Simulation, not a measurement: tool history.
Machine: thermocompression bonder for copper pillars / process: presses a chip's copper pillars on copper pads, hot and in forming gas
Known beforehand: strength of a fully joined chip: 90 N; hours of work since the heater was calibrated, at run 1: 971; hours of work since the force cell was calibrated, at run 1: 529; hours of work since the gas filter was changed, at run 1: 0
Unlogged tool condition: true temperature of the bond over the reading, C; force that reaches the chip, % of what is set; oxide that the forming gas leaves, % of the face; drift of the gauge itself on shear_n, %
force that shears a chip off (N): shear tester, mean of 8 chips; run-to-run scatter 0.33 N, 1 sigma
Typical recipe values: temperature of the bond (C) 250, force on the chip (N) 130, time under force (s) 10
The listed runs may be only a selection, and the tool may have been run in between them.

| run | day | temperature of the bond (C) | force on the chip (N) | time under force (s) | hours of work since the heater was calibrated | hours of work since the force cell was calibrated | hours of work since the gas filter was changed | force that shears a chip off (N) |
|---|---|---|---|---|---|---|---|---|
| 1 | 0 | 250 | 130 | 10 | 971 | 529 | 0 | 36 |
| 2 | 2.692 | 250 | 130 | 10 | 1002 | 560 | 31 | 34.9 |
| 3 | 4.733 | 250 | 130 | 10 | 1025 | 583 | 54 | 35.3 |
|  | 4.996 | heater calibrated with a thermocouple chip |
| 4 | 6.942 | 250 | 130 | 10 | 22 | 607 | 78 | 31.4 |
| 5 | 8.288 | 250 | 130 | 10 | 37 | 622 | 93 | 32.6 |
| 6 | 10.738 | 275 | 130 | 10 | 65 | 650 | 121 | 41.2 |
| 7 | 13.221 | 250 | 130 | 10 | 94 | 679 | 149 | 31.1 |
|  | 13.488 | force cell calibrated |
| 8 | 15.408 | 247 | 186 | 18 | 118 | 22 | 174 | 49.1 |
| 9 | 17.092 | 247 | 186 | 18 | 137 | 41 | 193 | 48.6 |
| 10 | 19.058 | 247 | 128 | 10 | 159 | 63 | 215 | 28.1 |

Run 11 is up next; what results do you expect?
|  | 21.254 | force cell calibrated, once more |
|  | 21.275 | forming gas filter changed |
| 11 | 21.767 | 250 | 129 | 10 | 189 | 6 | 6 | ? |

{"run 11": {"force that shears a chip off (N)": 35.8}}
Were there no unlogged condition in the tool, this run, its random variation unchanged, would have produced force that shears a chip off (N) 35.4.
